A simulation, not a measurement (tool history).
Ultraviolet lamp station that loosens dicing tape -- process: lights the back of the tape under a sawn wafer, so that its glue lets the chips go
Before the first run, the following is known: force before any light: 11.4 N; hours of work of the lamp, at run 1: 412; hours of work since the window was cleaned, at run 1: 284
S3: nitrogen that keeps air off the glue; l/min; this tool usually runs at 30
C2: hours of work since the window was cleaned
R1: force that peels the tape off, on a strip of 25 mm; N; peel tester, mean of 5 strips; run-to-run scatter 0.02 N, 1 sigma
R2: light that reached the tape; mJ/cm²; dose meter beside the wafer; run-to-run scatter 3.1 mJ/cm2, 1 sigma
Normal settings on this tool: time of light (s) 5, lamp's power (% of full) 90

run 1 hour=0.0 | time_of_light_(s)=5 lamp's_power_(%_of_full)=90 S3=30 | hours_of_work_of_the_lamp=412 C2=284 | R1=1.815 R2=348
run 2 hour=33.8 | time_of_light_(s)=5 lamp's_power_(%_of_full)=90 S3=30 | hours_of_work_of_the_lamp=434 C2=306 | R1=1.965 R2=342
run 3 hour=76.7 | time_of_light_(s)=5 lamp's_power_(%_of_full)=90 S3=39 | hours_of_work_of_the_lamp=462 C2=333 | R1=1.661 R2=332
run 4 hour=119.8 | time_of_light_(s)=5 lamp's_power_(%_of_full)=90 S3=39 | hours_of_work_of_the_lamp=490 C2=361 | R1=1.757 R2=320
-- hour=134.3 window cleaned of glue's vapour
run 5 hour=164.5 | time_of_light_(s)=5 lamp's_power_(%_of_full)=91 S3=39 | hours_of_work_of_the_lamp=519 C2=20 | R1=1.470 R2=349
run 6 hour=208.8 | time_of_light_(s)=5 lamp's_power_(%_of_full)=90 S3=30 | hours_of_work_of_the_lamp=548 C2=48 | R1=1.977 R2=340
run 7 hour=243.3 | time_of_light_(s)=5 lamp's_power_(%_of_full)=90 S3=30 | hours_of_work_of_the_lamp=570 C2=71 | R1=2.011 R2=329
run 8 hour=284.7 | time_of_light_(s)=5 lamp's_power_(%_of_full)=90 S3=30 | hours_of_work_of_the_lamp=597 C2=98 | R1=2.138 R2=323
-- hour=293.3 lamp changed
run 9 hour=316.4 | time_of_light_(s)=5 lamp's_power_(%_of_full)=90 S3=30 | hours_of_work_of_the_lamp=15 C2=118 | R1=1.097 R2=452
run 10 hour=362.9 | time_of_light_(s)=5 lamp's_power_(%_of_full)=90 S3=30 | hours_of_work_of_the_lamp=45 C2=148 | R1=1.204 R2=444
run 11 hour=388.1 | time_of_light_(s)=8 lamp's_power_(%_of_full)=90 S3=30 | hours_of_work_of_the_lamp=62 C2=164 | R1=0.407 R2=698
run 12 hour=423.3 | time_of_light_(s)=3 lamp's_power_(%_of_full)=90 S3=19 | hours_of_work_of_the_lamp=84 C2=187 | R1=3.741 R2=261
run 13 hour=471.0 | time_of_light_(s)=3 lamp's_power_(%_of_full)=90 S3=19 | hours_of_work_of_the_lamp=115 C2=218 | R1=3.815 R2=252
run 14 hour=490.5 | time_of_light_(s)=5 lamp's_power_(%_of_full)=61 S3=43 | hours_of_work_of_the_lamp=128 C2=231 | R1=2.089 R2=283
run 15 hour=519.6 | time_of_light_(s)=10 lamp's_power_(%_of_full)=97 S3=43 | hours_of_work_of_the_lamp=147 C2=249 | R1=0.241 R2=876
run 16 hour=558.4 | time_of_light_(s)=3 lamp's_power_(%_of_full)=97 S3=43 | hours_of_work_of_the_lamp=172 C2=275 | R1=2.353 R2=259
run 17 hour=587.5 | time_of_light_(s)=9 lamp's_power_(%_of_full)=91 S3=30 | hours_of_work_of_the_lamp=191 C2=294 | R1=0.420 R2=712
run 18 hour=609.5 | time_of_light_(s)=6 lamp's_power_(%_of_full)=87 S3=23 | hours_of_work_of_the_lamp=205 C2=308 | R1=1.409 R2=446

Forecast each of these 5 alternatives for the next run:
run A hour=632.1 | time_of_light_(s)=5 lamp's_power_(%_of_full)=90 S3=16 | hours_of_work_of_the_lamp=220 C2=323 | R1=? R2=?
run B hour=632.1 | time_of_light_(s)=10 lamp's_power_(%_of_full)=74 S3=16 | hours_of_work_of_the_lamp=220 C2=323 | R1=? R2=?
run C hour=632.1 | time_of_light_(s)=6 lamp's_power_(%_of_full)=90 S3=13 | hours_of_work_of_the_lamp=220 C2=323 | R1=? R2=?
run D hour=632.1 | time_of_light_(s)=2 lamp's_power_(%_of_full)=66 S3=30 | hours_of_work_of_the_lamp=220 C2=323 | R1=? R2=?
run E hour=632.1 | time_of_light_(s)=8 lamp's_power_(%_of_full)=63 S3=30 | hours_of_work_of_the_lamp=220 C2=323 | R1=? R2=?

run=A R1=2.377 R2=379
run=B R1=0.971 R2=620
run=C R1=2.091 R2=467
run=D R1=6.135 R2=111
run=E R1=1.288 R2=428
With the hidden condition removed and each run's random variation left untouched, the same runs would have given:
run=A R1=1.596 R2=482
run=B R1=0.569 R2=790
run=C R1=1.361 R2=593
run=D R1=5.214 R2=141
run=E R1=0.771 R2=544

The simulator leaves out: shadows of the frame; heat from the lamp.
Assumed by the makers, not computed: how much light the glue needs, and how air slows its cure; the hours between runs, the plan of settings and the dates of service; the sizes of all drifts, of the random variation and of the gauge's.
